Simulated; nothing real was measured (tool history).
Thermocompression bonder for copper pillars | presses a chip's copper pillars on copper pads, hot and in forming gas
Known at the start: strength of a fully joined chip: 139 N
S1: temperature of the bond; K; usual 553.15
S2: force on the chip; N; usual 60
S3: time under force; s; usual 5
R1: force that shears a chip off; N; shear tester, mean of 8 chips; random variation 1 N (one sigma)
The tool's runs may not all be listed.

run 1 hour=0 | S1=553.15 S2=60 S3=5 | R1=84.3
run 2 hour=53.5 | S1=553.15 S2=60 S3=5 | R1=86
run 3 hour=124.5 | S1=553.15 S2=60 S3=5 | R1=84.4
run 4 hour=158.7 | S1=553.15 S2=60 S3=5 | R1=82.5
-- hour=199.3 forming gas filter changed
run 5 hour=211 | S1=536.15 S2=60 S3=5 | R1=71.4
run 6 hour=269.1 | S1=553.15 S2=60 S3=5 | R1=88.1
-- hour=297.8 heater calibrated with a thermocouple chip
run 7 hour=338.4 | S1=553.15 S2=60 S3=5 | R1=93.3
run 8 hour=402.4 | S1=553.15 S2=60 S3=5 | R1=91.9
run 9 hour=472.4 | S1=553.15 S2=60 S3=8 | R1=104.1
run 10 hour=511.2 | S1=553.15 S2=60 S3=5 | R1=94
run 11 hour=575.2 | S1=553.15 S2=60 S3=5 | R1=92.2
run 12 hour=625.8 | S1=553.15 S2=60 S3=5 | R1=89.6
run 13 hour=658.4 | S1=560.15 S2=60 S3=5 | R1=97.1
run 14 hour=710.6 | S1=583.15 S2=48 S3=6 | R1=110
run 15 hour=759.7 | S1=564.15 S2=42 S3=6 | R1=90.8
-- hour=789.2 forming gas filter changed
run 16 hour=829.6 | S1=571.15 S2=44 S3=5 | R1=99.8
run 17 hour=888.2 | S1=571.15 S2=44 S3=5 | R1=97.7
run 18 hour=954.2 | S1=571.15 S2=48 S3=3 | R1=88.8
run 19 hour=993.2 | S1=553.15 S2=81 S3=7 | R1=111.5
run 20 hour=1051.4 | S1=525.15 S2=90 S3=4 | R1=72.1
run 21 hour=1083.5 | S1=571.15 S2=90 S3=4 | R1=113.9
run 22 hour=1118.8 | S1=571.15 S2=90 S3=4 | R1=111.4
run 23 hour=1184.8 | S1=524.15 S2=58 S3=9 | R1=74.8
run 24 hour=1220.4 | S1=578.15 S2=71 S3=5 | R1=115.4

Forecast each of these 5 alternatives for the next run:
run A hour=1286.9 | S1=546.15 S2=39 S3=4 | R1=?
run B hour=1286.9 | S1=572.15 S2=60 S3=11 | R1=?
run C hour=1286.9 | S1=553.15 S2=41 S3=5 | R1=?
run D hour=1286.9 | S1=525.15 S2=71 S3=5 | R1=?
run E hour=1286.9 | S1=554.15 S2=40 S3=5 | R1=?

run=A R1=61.5
run=B R1=118.2
run=C R1=75.6
run=D R1=67.8
run=E R1=74.2
Without the tool's hidden state the same runs would have given:
run=A R1=66.4
run=B R1=125.7
run=C R1=81.3
run=D R1=73.4
run=E R1=79.8
